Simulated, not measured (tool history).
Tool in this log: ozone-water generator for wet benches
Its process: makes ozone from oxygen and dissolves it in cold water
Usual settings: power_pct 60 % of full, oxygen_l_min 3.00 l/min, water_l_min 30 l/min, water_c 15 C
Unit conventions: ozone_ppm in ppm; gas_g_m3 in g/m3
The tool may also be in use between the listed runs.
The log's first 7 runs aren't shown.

run,hour,power_pct,oxygen_l_min,water_l_min,water_c,hours of work since the electrodes were changed,hours of work since the contactor was cleaned,hours of work since the thermometer was calibrated,ozone_ppm,gas_g_m3
8,216.6,83,3.00,21,15,233,2327,2467,13.5,220.1
9,256.3,83,3.00,21,15,258,2351,2492,13.8,221.7
10,289.0,60,3.00,30,17,278,2371,2512,7.9,186.6
11,318.8,60,3.00,30,17,296,2389,2530,8.3,185.7
12,360.8,75,3.00,30,17,322,2415,2556,8.8,210.4
13,393.2,75,3.18,30,17,342,2435,2576,9.0,204.6
14,419.8,75,3.18,30,17,358,2451,2592,9.2,203.8
15,439.9,75,3.18,30,17,370,2463,2604,9.0,203.0
16,459.5,60,3.00,30,15,382,2476,2616,8.1,187.0
17,479.5,60,3.00,30,15,395,2488,2629,7.8,186.0
18,516.4,84,2.28,39,11,417,2510,2651,6.7,252.8
19,553.6,65,1.86,39,11,440,2533,2674,5.4,242.9
20,590.7,40,3.00,30,15,463,2556,2697,6.4,148.8
21,634.2,40,3.00,30,15,489,2583,2723,6.3,151.2
22,672.4,46,1.87,28,15,513,2606,2747,6.5,205.8
23,710.3,46,1.87,28,15,536,2629,2770,6.3,204.7
24,736.0,60,3.00,19,11,552,2645,2786,12.8,186.3
25,764.3,63,3.00,30,21,569,2662,2803,7.7,189.0
26,784.3,63,3.00,30,21,581,2675,2816,7.6,190.5
27,820.6,77,2.87,35,15,604,2697,2838,7.6,213.9
28,855.2,44,5.02,42,21,625,2718,2859,5.3,121.8

Run 29 has not been measured yet. What should we expect?
29,880.0,60,2.96,29,9,640,2733,2874,?,?

ozone_ppm: 8.2 ppm
gas_g_m3: 187.5 g/m3
Were there no unlogged condition in the tool, this run, its random variation unchanged, would have produced ozone_ppm 9.0 ppm, gas_g_m3 191.4 g/m3.
